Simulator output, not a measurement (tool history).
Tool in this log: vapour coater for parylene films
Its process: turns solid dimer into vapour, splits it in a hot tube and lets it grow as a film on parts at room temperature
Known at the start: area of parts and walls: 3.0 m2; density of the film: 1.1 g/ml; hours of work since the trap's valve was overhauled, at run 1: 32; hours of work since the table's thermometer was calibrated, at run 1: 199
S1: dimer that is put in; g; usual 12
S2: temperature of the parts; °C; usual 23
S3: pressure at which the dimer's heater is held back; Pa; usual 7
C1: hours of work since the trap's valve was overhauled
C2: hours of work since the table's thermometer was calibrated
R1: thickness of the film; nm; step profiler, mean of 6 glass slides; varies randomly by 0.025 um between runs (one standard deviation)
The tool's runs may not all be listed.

run	day	S1	S2	S3	C1	C2	R1
1	0	12	23	7	32	199	1850
2	0.821	12	23	10.34	43	209	1760
3	1.579	12	23	3.03	52	219	1990
4	2.358	12	22	7	62	229	1940
5	2.938	12	22	7	70	237	1870
6	3.371	12	22	7	75	242	1900
7	3.921	12	22	7	83	249	1880
8	4.446	12	22	7	89	256	1900
9	5.296	12	23	7	100	267	1770
10	5.896	12	23	7	108	275	1800
11	6.254	12	23	7	113	279	1820
12	6.775	12	23	7	119	286	1760
13	7.617	12	23	7	130	297	1730
14	8.125	12	23	7	137	304	1740
15	8.583	12	23	7	143	309	1720
16	8.971	12	23	7	148	314	1730
17	9.692	12	23	7	157	324	1750
18	10.046	12	23	7	162	328	1680
19	10.696	12	23	7	170	337	1740
20	11.204	7	23	7	176	343	1030
21	11.792	12	23	7	184	351	1720
22	12.479	12	23	7	193	360	1780
23	13.05	18	23	7	200	367	2530
24	13.788	5	23	3.94	210	377	760
25	14.621	17	23	9.86	221	387	2300
26	15.308	6	27	7	229	396	690
27	15.908	6	27	7	237	404	700
28	16.367	6	27	7	243	410	690
29	16.817	19	23	5.72	249	416	2730
30	17.329	19	23	5.72	256	422	2690
31	18.083	19	23	5.72	265	432	2640
32	18.85	19	23	5.72	275	442	2680
33	19.279	19	23	5.72	281	447	2610
34	19.683	12	23	7	286	453	1610
# day 20.242: trap's valve overhauled
35	20.658	12	34	9.77	5	463	1090
36	21.342	12	34	9.77	14	472	1070
37	21.871	12	34	9.77	21	479	1080
38	22.708	12	34	9.77	32	490	1040
39	23.221	7	31	4.75	38	496	770
40	23.979	12	19	2.91	48	506	2490
41	24.517	18	26	7.63	55	513	2370
42	25.292	18	26	7.63	65	523	2410
43	25.771	11	27	7	71	529	1360
44	26.483	7	23	3.74	81	538	1130
45	26.929	8	29	3.31	86	544	980
46	27.662	7	20	6.7	96	553	1230

Some steps in R1, run to run, broken into two amounts with sign: the step expected even without the hidden condition (settings, incoming material, random variation), and the rest, left for the hidden condition together with whatever gauge scatter is not in both the measured and the hidden-condition-free result:
The hidden state here: vapour lost through the trap's worn valve, %; true temperature of the parts over the reading, C; drift of the gauge itself on film_um, %.
Run 23 -> 24: S1 18 -> 5, S3 7 -> 3.94. R1 -1770 nm: hidden state +170, all else -1940.
Run 24 -> 25: S1 5 -> 17, S3 3.94 -> 9.86. R1 +1540 nm: hidden state -180, all else +1720.
Run 28 -> 29: S1 6 -> 19, S2 27 -> 23, S3 7 -> 5.72. R1 +2040 nm: hidden state -260, all else +2300.
Run 34 -> 35: S2 23 -> 34, S3 7 -> 9.77, trap's valve overhauled. R1 -520 nm: hidden state +260, all else -780.
Run 39 -> 40: S1 7 -> 12, S2 31 -> 19, S3 4.75 -> 2.91. R1 +1720 nm: hidden state -20, all else +1740.
